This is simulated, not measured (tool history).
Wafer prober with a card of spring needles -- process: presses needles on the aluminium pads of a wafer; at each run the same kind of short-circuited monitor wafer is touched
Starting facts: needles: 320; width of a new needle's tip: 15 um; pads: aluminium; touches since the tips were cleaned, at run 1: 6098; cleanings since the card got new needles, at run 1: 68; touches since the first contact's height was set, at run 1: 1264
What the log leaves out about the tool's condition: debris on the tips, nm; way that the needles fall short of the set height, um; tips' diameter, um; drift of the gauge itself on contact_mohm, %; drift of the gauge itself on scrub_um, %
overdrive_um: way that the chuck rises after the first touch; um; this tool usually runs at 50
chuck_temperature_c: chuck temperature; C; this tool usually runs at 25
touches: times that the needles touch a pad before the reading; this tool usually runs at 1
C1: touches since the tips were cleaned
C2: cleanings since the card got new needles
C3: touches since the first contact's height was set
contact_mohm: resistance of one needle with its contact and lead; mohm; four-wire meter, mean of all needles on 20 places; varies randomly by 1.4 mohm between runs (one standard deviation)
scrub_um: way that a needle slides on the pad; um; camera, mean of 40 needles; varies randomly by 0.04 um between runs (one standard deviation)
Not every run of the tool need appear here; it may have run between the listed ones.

{"run": 1, "day": 0.0, "overdrive_um": 50, "chuck_temperature_c": 25, "touches": 1, "C1": 6098, "C2": 68, "C3": 1264, "contact_mohm": 211, "scrub_um": 9.81}
{"day": 0.133, "done": "tips cleaned on abrasive film"}
{"day": 0.721, "done": "tips cleaned on abrasive film"}
{"day": 1.279, "done": "tips cleaned on abrasive film"}
{"run": 2, "day": 1.279, "overdrive_um": 50, "chuck_temperature_c": 25, "touches": 1, "C1": 0, "C2": 71, "C3": 17228, "contact_mohm": 123, "scrub_um": 9.72}
{"day": 1.879, "done": "tips cleaned on abrasive film"}
{"day": 2.429, "done": "tips cleaned on abrasive film"}
{"day": 3.021, "done": "tips cleaned on abrasive film"}
{"run": 3, "day": 3.125, "overdrive_um": 50, "chuck_temperature_c": 25, "touches": 1, "C1": 1267, "C2": 74, "C3": 40346, "contact_mohm": 150, "scrub_um": 9.67}
{"day": 3.604, "done": "tips cleaned on abrasive film"}
{"run": 4, "day": 3.988, "overdrive_um": 50, "chuck_temperature_c": 25, "touches": 1, "C1": 4856, "C2": 75, "C3": 51195, "contact_mohm": 210, "scrub_um": 9.62}
{"day": 4.225, "done": "tips cleaned on abrasive film"}
{"day": 4.821, "done": "tips cleaned on abrasive film"}
{"run": 5, "day": 4.992, "overdrive_um": 50, "chuck_temperature_c": 25, "touches": 1, "C1": 2148, "C2": 77, "C3": 63741, "contact_mohm": 170, "scrub_um": 9.56}
{"day": 5.379, "done": "tips cleaned on abrasive film"}
{"day": 6.0, "done": "tips cleaned on abrasive film"}
{"run": 6, "day": 6.162, "overdrive_um": 50, "chuck_temperature_c": 45, "touches": 1, "C1": 2042, "C2": 79, "C3": 78417, "contact_mohm": 178, "scrub_um": 9.64}
{"day": 6.55, "done": "tips cleaned on abrasive film"}
{"day": 7.146, "done": "tips cleaned on abrasive film"}
{"run": 7, "day": 7.35, "overdrive_um": 50, "chuck_temperature_c": 25, "touches": 1, "C1": 2599, "C2": 81, "C3": 93297, "contact_mohm": 183, "scrub_um": 9.48}
{"day": 7.675, "done": "tips cleaned on abrasive film"}
{"day": 8.267, "done": "tips cleaned on abrasive film"}
{"day": 8.783, "done": "tips cleaned on abrasive film"}
{"run": 8, "day": 9.083, "overdrive_um": 50, "chuck_temperature_c": 25, "touches": 1, "C1": 3773, "C2": 84, "C3": 114977, "contact_mohm": 205, "scrub_um": 9.44}
{"day": 9.342, "done": "tips cleaned on abrasive film"}
{"day": 9.954, "done": "tips cleaned on abrasive film"}
{"day": 10.225, "done": "height of the first contact set anew"}
{"day": 10.588, "done": "tips cleaned on abrasive film"}
{"run": 9, "day": 11.05, "overdrive_um": 50, "chuck_temperature_c": 25, "touches": 1, "C1": 5832, "C2": 87, "C3": 10370, "contact_mohm": 225, "scrub_um": 9.82}
{"day": 11.171, "done": "tips cleaned on abrasive film"}
{"day": 11.746, "done": "tips cleaned on abrasive film"}
{"day": 12.371, "done": "tips cleaned on abrasive film"}
{"day": 12.917, "done": "tips cleaned on abrasive film"}
{"run": 10, "day": 12.933, "overdrive_um": 50, "chuck_temperature_c": 25, "touches": 1, "C1": 216, "C2": 91, "C3": 33926, "contact_mohm": 133, "scrub_um": 9.76}
{"day": 13.517, "done": "tips cleaned on abrasive film"}
{"day": 14.154, "done": "tips cleaned on abrasive film"}
{"run": 11, "day": 14.579, "overdrive_um": 41, "chuck_temperature_c": 25, "touches": 1, "C1": 5348, "C2": 93, "C3": 54575, "contact_mohm": 276, "scrub_um": 7.84}
{"day": 14.712, "done": "tips cleaned on abrasive film"}
{"day": 15.225, "done": "tips cleaned on abrasive film"}
{"day": 15.754, "done": "tips cleaned on abrasive film"}
{"run": 12, "day": 15.754, "overdrive_um": 41, "chuck_temperature_c": 25, "touches": 1, "C1": 0, "C2": 96, "C3": 69252, "contact_mohm": 134, "scrub_um": 7.84}
{"day": 16.379, "done": "tips cleaned on abrasive film"}
{"day": 16.921, "done": "tips cleaned on abrasive film"}
{"day": 17.488, "done": "tips cleaned on abrasive film"}
{"run": 13, "day": 17.762, "overdrive_um": 41, "chuck_temperature_c": 25, "touches": 1, "C1": 3440, "C2": 99, "C3": 94391, "contact_mohm": 246, "scrub_um": 7.78}
{"day": 18.008, "done": "tips cleaned on abrasive film"}
{"day": 18.617, "done": "tips cleaned on abrasive film"}
{"run": 14, "day": 19.0, "overdrive_um": 50, "chuck_temperature_c": 25, "touches": 1, "C1": 4868, "C2": 101, "C3": 109931, "contact_mohm": 222, "scrub_um": 9.56}
{"day": 19.217, "done": "tips cleaned on abrasive film"}
{"day": 19.817, "done": "tips cleaned on abrasive film"}
{"run": 15, "day": 20.117, "overdrive_um": 51, "chuck_temperature_c": 76, "touches": 2, "C1": 3795, "C2": 103, "C3": 123880, "contact_mohm": 176, "scrub_um": 9.65}
{"day": 20.333, "done": "tips cleaned on abrasive film"}
{"day": 20.558, "done": "height of the first contact set anew"}
{"day": 20.925, "done": "tips cleaned on abrasive film"}
{"run": 16, "day": 21.346, "overdrive_um": 49, "chuck_temperature_c": 70, "touches": 2, "C1": 5276, "C2": 105, "C3": 9849, "contact_mohm": 187, "scrub_um": 9.72}
{"day": 21.475, "done": "tips cleaned on abrasive film"}
{"day": 21.992, "done": "tips cleaned on abrasive film"}
{"day": 22.521, "done": "tips cleaned on abrasive film"}
{"run": 17, "day": 22.521, "overdrive_um": 48, "chuck_temperature_c": 112, "touches": 1, "C1": 0, "C2": 108, "C3": 24525, "contact_mohm": 141, "scrub_um": 9.35}
{"day": 23.162, "done": "tips cleaned on abrasive film"}
{"day": 23.746, "done": "tips cleaned on abrasive film"}
{"run": 18, "day": 23.833, "overdrive_um": 50, "chuck_temperature_c": 40, "touches": 1, "C1": 1092, "C2": 110, "C3": 40960, "contact_mohm": 155, "scrub_um": 9.74}
{"day": 24.3, "done": "tips cleaned on abrasive film"}
{"day": 24.892, "done": "tips cleaned on abrasive film"}
{"day": 25.425, "done": "tips cleaned on abrasive film"}
{"run": 19, "day": 25.425, "overdrive_um": 34, "chuck_temperature_c": 40, "touches": 1, "C1": 0, "C2": 113, "C3": 60891, "contact_mohm": 143, "scrub_um": 6.49}
{"day": 25.996, "done": "tips cleaned on abrasive film"}
{"run": 20, "day": 26.392, "overdrive_um": 59, "chuck_temperature_c": 25, "touches": 1, "C1": 5002, "C2": 114, "C3": 73018, "contact_mohm": 203, "scrub_um": 11.39}
{"day": 26.521, "done": "tips cleaned on abrasive film"}
{"day": 27.088, "done": "tips cleaned on abrasive film"}
{"day": 27.692, "done": "tips cleaned on abrasive film"}
{"run": 21, "day": 27.962, "overdrive_um": 62, "chuck_temperature_c": 85, "touches": 1, "C1": 3416, "C2": 117, "C3": 92683, "contact_mohm": 176, "scrub_um": 11.86}
{"day": 28.329, "done": "tips cleaned on abrasive film"}
{"day": 28.896, "done": "tips cleaned on abrasive film"}
{"day": 29.467, "done": "tips cleaned on abrasive film"}
{"run": 22, "day": 29.467, "overdrive_um": 49, "chuck_temperature_c": 26, "touches": 3, "C1": 0, "C2": 120, "C3": 111489, "contact_mohm": 121, "scrub_um": 9.34}
{"day": 30.017, "done": "tips cleaned on abrasive film"}
{"day": 30.617, "done": "tips cleaned on abrasive film"}
{"day": 30.883, "done": "height of the first contact set anew"}
{"day": 31.221, "done": "tips cleaned on abrasive film"}
{"run": 23, "day": 31.221, "overdrive_um": 49, "chuck_temperature_c": 105, "touches": 1, "C1": 0, "C2": 123, "C3": 4229, "contact_mohm": 143, "scrub_um": 9.61}
{"day": 31.85, "done": "tips cleaned on abrasive film"}
{"run": 24, "day": 32.262, "overdrive_um": 36, "chuck_temperature_c": 105, "touches": 1, "C1": 5214, "C2": 124, "C3": 17312, "contact_mohm": 320, "scrub_um": 7.04}
{"day": 32.396, "done": "tips cleaned on abrasive film"}
{"day": 33.017, "done": "tips cleaned on abrasive film"}
{"day": 33.583, "done": "tips cleaned on abrasive film"}
{"run": 25, "day": 34.092, "overdrive_um": 36, "chuck_temperature_c": 105, "touches": 1, "C1": 6388, "C2": 127, "C3": 40195, "contact_mohm": 342, "scrub_um": 6.95}
{"day": 34.221, "done": "tips cleaned on abrasive film"}
{"day": 34.838, "done": "tips cleaned on abrasive film"}
{"day": 35.412, "done": "tips cleaned on abrasive film"}
{"run": 26, "day": 35.788, "overdrive_um": 36, "chuck_temperature_c": 105, "touches": 1, "C1": 4750, "C2": 130, "C3": 61448, "contact_mohm": 322, "scrub_um": 6.94}
{"day": 36.046, "done": "tips cleaned on abrasive film"}
{"day": 36.6, "done": "tips cleaned on abrasive film"}
{"day": 37.171, "done": "tips cleaned on abrasive film"}
{"run": 27, "day": 37.421, "overdrive_um": 32, "chuck_temperature_c": 25, "touches": 1, "C1": 3172, "C2": 133, "C3": 81914, "contact_mohm": 318, "scrub_um": 6.11}
{"day": 37.721, "done": "tips cleaned on abrasive film"}
{"day": 38.292, "done": "tips cleaned on abrasive film"}
{"day": 38.892, "done": "tips cleaned on abrasive film"}
{"run": 28, "day": 39.042, "overdrive_um": 44, "chuck_temperature_c": 33, "touches": 2, "C1": 1897, "C2": 136, "C3": 102202, "contact_mohm": 173, "scrub_um": 8.33}

Alternative continuations, all from the tool just after run 28; predict every row:
{"day": 39.421, "done": "tips cleaned on abrasive film"}
{"day": 40.05, "done": "tips cleaned on abrasive film"}
{"run": "A", "day": 40.396, "overdrive_um": 44, "chuck_temperature_c": 103, "touches": 2, "C1": 4396, "C2": 138, "C3": 119172, "contact_mohm": "?", "scrub_um": "?"}
{"day": 39.421, "done": "tips cleaned on abrasive film"}
{"day": 40.05, "done": "tips cleaned on abrasive film"}
{"run": "B", "day": 40.396, "overdrive_um": 50, "chuck_temperature_c": 31, "touches": 1, "C1": 4396, "C2": 138, "C3": 119172, "contact_mohm": "?", "scrub_um": "?"}
{"day": 39.421, "done": "tips cleaned on abrasive film"}
{"day": 40.05, "done": "tips cleaned on abrasive film"}
{"run": "C", "day": 40.396, "overdrive_um": 32, "chuck_temperature_c": 50, "touches": 1, "C1": 4396, "C2": 138, "C3": 119172, "contact_mohm": "?", "scrub_um": "?"}
{"day": 39.421, "done": "tips cleaned on abrasive film"}
{"day": 40.05, "done": "tips cleaned on abrasive film"}
{"run": "D", "day": 40.396, "overdrive_um": 44, "chuck_temperature_c": 71, "touches": 2, "C1": 4396, "C2": 138, "C3": 119172, "contact_mohm": "?", "scrub_um": "?"}

run=A contact_mohm=199 scrub_um=8.36
run=B contact_mohm=221 scrub_um=9.57
run=C contact_mohm=352 scrub_um=5.97
run=D contact_mohm=203 scrub_um=8.37
Without the tool's unlogged condition, the same runs would have read:
run=A contact_mohm=128 scrub_um=8.70
run=B contact_mohm=118 scrub_um=9.91
run=C contact_mohm=125 scrub_um=6.31
run=D contact_mohm=126 scrub_um=8.71
